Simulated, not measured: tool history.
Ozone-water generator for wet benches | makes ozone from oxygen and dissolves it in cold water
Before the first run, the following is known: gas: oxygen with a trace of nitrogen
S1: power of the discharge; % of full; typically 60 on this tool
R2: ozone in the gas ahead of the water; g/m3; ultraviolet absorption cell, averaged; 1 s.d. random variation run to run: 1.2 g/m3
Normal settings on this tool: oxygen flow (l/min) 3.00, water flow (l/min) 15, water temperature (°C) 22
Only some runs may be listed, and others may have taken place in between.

run 1 hour=0.0 | S1=60 oxygen_flow_(l/min)=3.00 water_flow_(l/min)=15 water_temperature_(°C)=22 | dissolved_ozone_(ppm)=15.0 R2=204.6
run 2 hour=52.6 | S1=60 oxygen_flow_(l/min)=3.00 water_flow_(l/min)=15 water_temperature_(°C)=22 | dissolved_ozone_(ppm)=14.9 R2=204.0
run 3 hour=163.7 | S1=60 oxygen_flow_(l/min)=3.00 water_flow_(l/min)=15 water_temperature_(°C)=22 | dissolved_ozone_(ppm)=15.1 R2=203.9
run 4 hour=266.1 | S1=60 oxygen_flow_(l/min)=3.00 water_flow_(l/min)=15 water_temperature_(°C)=22 | dissolved_ozone_(ppm)=15.1 R2=204.0
run 5 hour=366.4 | S1=60 oxygen_flow_(l/min)=3.00 water_flow_(l/min)=15 water_temperature_(°C)=22 | dissolved_ozone_(ppm)=14.9 R2=203.3
run 6 hour=427.8 | S1=60 oxygen_flow_(l/min)=3.00 water_flow_(l/min)=15 water_temperature_(°C)=22 | dissolved_ozone_(ppm)=14.6 R2=201.8
run 7 hour=533.2 | S1=60 oxygen_flow_(l/min)=3.00 water_flow_(l/min)=15 water_temperature_(°C)=22 | dissolved_ozone_(ppm)=14.8 R2=203.1
run 8 hour=618.9 | S1=60 oxygen_flow_(l/min)=3.00 water_flow_(l/min)=16 water_temperature_(°C)=22 | dissolved_ozone_(ppm)=13.9 R2=202.1
run 9 hour=681.5 | S1=60 oxygen_flow_(l/min)=3.14 water_flow_(l/min)=15 water_temperature_(°C)=22 | dissolved_ozone_(ppm)=14.5 R2=197.0
run 10 hour=783.4 | S1=60 oxygen_flow_(l/min)=3.14 water_flow_(l/min)=15 water_temperature_(°C)=22 | dissolved_ozone_(ppm)=14.6 R2=195.2
run 11 hour=831.9 | S1=60 oxygen_flow_(l/min)=3.14 water_flow_(l/min)=15 water_temperature_(°C)=22 | dissolved_ozone_(ppm)=14.8 R2=194.1
-- hour=837.0 water thermometer calibrated
run 12 hour=919.7 | S1=60 oxygen_flow_(l/min)=3.14 water_flow_(l/min)=15 water_temperature_(°C)=22 | dissolved_ozone_(ppm)=14.6 R2=195.4
run 13 hour=1008.3 | S1=60 oxygen_flow_(l/min)=3.14 water_flow_(l/min)=15 water_temperature_(°C)=22 | dissolved_ozone_(ppm)=14.5 R2=194.6
-- hour=1041.7 water thermometer calibrated, once more
run 14 hour=1063.8 | S1=60 oxygen_flow_(l/min)=3.14 water_flow_(l/min)=15 water_temperature_(°C)=22 | dissolved_ozone_(ppm)=14.8 R2=194.7
run 15 hour=1149.1 | S1=60 oxygen_flow_(l/min)=3.14 water_flow_(l/min)=15 water_temperature_(°C)=22 | dissolved_ozone_(ppm)=14.5 R2=194.6
run 16 hour=1226.2 | S1=60 oxygen_flow_(l/min)=3.14 water_flow_(l/min)=15 water_temperature_(°C)=22 | dissolved_ozone_(ppm)=14.6 R2=193.0
run 17 hour=1335.2 | S1=60 oxygen_flow_(l/min)=3.14 water_flow_(l/min)=15 water_temperature_(°C)=22 | dissolved_ozone_(ppm)=14.5 R2=193.8
-- hour=1410.9 contactor cleaned
run 18 hour=1416.8 | S1=60 oxygen_flow_(l/min)=3.14 water_flow_(l/min)=15 water_temperature_(°C)=22 | dissolved_ozone_(ppm)=15.3 R2=191.8
run 19 hour=1471.5 | S1=53 oxygen_flow_(l/min)=1.83 water_flow_(l/min)=11 water_temperature_(°C)=18 | dissolved_ozone_(ppm)=19.9 R2=252.5
run 20 hour=1547.8 | S1=53 oxygen_flow_(l/min)=1.83 water_flow_(l/min)=11 water_temperature_(°C)=18 | dissolved_ozone_(ppm)=19.8 R2=250.2
run 21 hour=1655.1 | S1=60 oxygen_flow_(l/min)=4.20 water_flow_(l/min)=9 water_temperature_(°C)=22 | dissolved_ozone_(ppm)=21.1 R2=159.4
run 22 hour=1759.9 | S1=95 oxygen_flow_(l/min)=3.00 water_flow_(l/min)=15 water_temperature_(°C)=22 | dissolved_ozone_(ppm)=20.1 R2=263.0
run 23 hour=1870.3 | S1=95 oxygen_flow_(l/min)=3.00 water_flow_(l/min)=15 water_temperature_(°C)=22 | dissolved_ozone_(ppm)=20.5 R2=262.4
run 24 hour=1928.8 | S1=95 oxygen_flow_(l/min)=3.00 water_flow_(l/min)=15 water_temperature_(°C)=22 | dissolved_ozone_(ppm)=20.2 R2=261.6
run 25 hour=2022.5 | S1=41 oxygen_flow_(l/min)=3.00 water_flow_(l/min)=15 water_temperature_(°C)=17 | dissolved_ozone_(ppm)=12.5 R2=154.6
run 26 hour=2099.2 | S1=41 oxygen_flow_(l/min)=3.00 water_flow_(l/min)=15 water_temperature_(°C)=17 | dissolved_ozone_(ppm)=12.6 R2=155.9
run 27 hour=2210.4 | S1=58 oxygen_flow_(l/min)=3.00 water_flow_(l/min)=15 water_temperature_(°C)=24 | dissolved_ozone_(ppm)=14.2 R2=192.8
run 28 hour=2302.7 | S1=58 oxygen_flow_(l/min)=3.00 water_flow_(l/min)=15 water_temperature_(°C)=24 | dissolved_ozone_(ppm)=14.4 R2=190.1

Estimate the outcome of run 29 from the log above:
run 29 hour=2349.0 | S1=60 oxygen_flow_(l/min)=4.40 water_flow_(l/min)=12 water_temperature_(°C)=30 | dissolved_ozone_(ppm)=? R2=?

Logged for run 29: dissolved ozone (ppm) 14.6, R2 152.9 g/m3.
If the tool had no hidden condition, the same run with the same run-to-run variation would have returned dissolved ozone (ppm) 16.1, R2 166.4 g/m3.
